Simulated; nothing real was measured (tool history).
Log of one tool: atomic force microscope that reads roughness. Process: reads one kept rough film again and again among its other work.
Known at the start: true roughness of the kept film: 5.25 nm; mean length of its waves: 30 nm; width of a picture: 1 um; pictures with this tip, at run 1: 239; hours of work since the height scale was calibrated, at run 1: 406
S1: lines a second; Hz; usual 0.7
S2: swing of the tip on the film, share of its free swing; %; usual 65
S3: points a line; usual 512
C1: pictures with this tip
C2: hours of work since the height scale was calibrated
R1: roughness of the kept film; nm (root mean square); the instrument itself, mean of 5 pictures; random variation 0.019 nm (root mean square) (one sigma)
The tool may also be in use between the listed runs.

run,hour,S1,S2,S3,C1,C2,R1
1,0,0.7,65,512,239,406,3.308
# hour 1.7: new tip fitted
2,20.7,0.7,65,512,37,419,4.362
3,44.8,0.7,65,512,84,434,4.074
4,56.6,0.98,65,512,106,442,3.906
5,82,0.7,65,512,155,458,3.696
6,101.7,0.7,65,512,193,470,3.577
7,112.7,0.7,65,512,215,477,3.459
# hour 127.6: new tip fitted
8,128.5,2.694,65,512,1,487,4.446
9,148.9,2.694,65,512,41,500,4.137
10,169.7,2.694,65,512,81,513,3.952
11,183.6,2.694,65,512,108,522,3.811
12,204.3,0.7,65,299,148,535,3.639
13,222.7,0.7,89,512,183,546,3.482
14,243.8,0.7,89,512,224,560,3.313
# hour 253.8: new tip fitted
15,269.6,0.7,89,512,31,576,4.262
16,283.5,0.7,61,512,58,585,4.191
17,297.9,0.7,61,512,85,594,4.06
18,316.9,0.7,61,512,122,606,3.848
19,332,0.7,70,395,151,615,3.692
20,354.2,2.198,70,884,194,629,3.404
21,368.5,0.93,82,340,222,638,3.306
# hour 379.3: new tip fitted
22,383.6,1.558,82,340,8,648,4.352
23,398.5,0.645,61,512,37,657,4.37
24,423.1,0.645,61,512,84,673,4.108
25,444.5,0.645,61,512,126,686,3.867
26,461.7,1.111,67,559,159,697,3.66

5 ways to go on from here, each from the tool as it stands after run 26. What would each give?
A,484.5,0.7,89,512,203,712,?
B,484.5,0.549,61,858,203,712,?
C,484.5,0.525,79,333,203,712,?
D,484.5,1.111,58,1007,203,712,?
E,484.5,1.575,65,795,203,712,?

run,R1
A,3.425
B,3.508
C,3.494
D,3.517
E,3.465
Without the tool's hidden state the same runs would have given:
run,R1
A,4.553
B,4.661
C,4.641
D,4.672
E,4.606

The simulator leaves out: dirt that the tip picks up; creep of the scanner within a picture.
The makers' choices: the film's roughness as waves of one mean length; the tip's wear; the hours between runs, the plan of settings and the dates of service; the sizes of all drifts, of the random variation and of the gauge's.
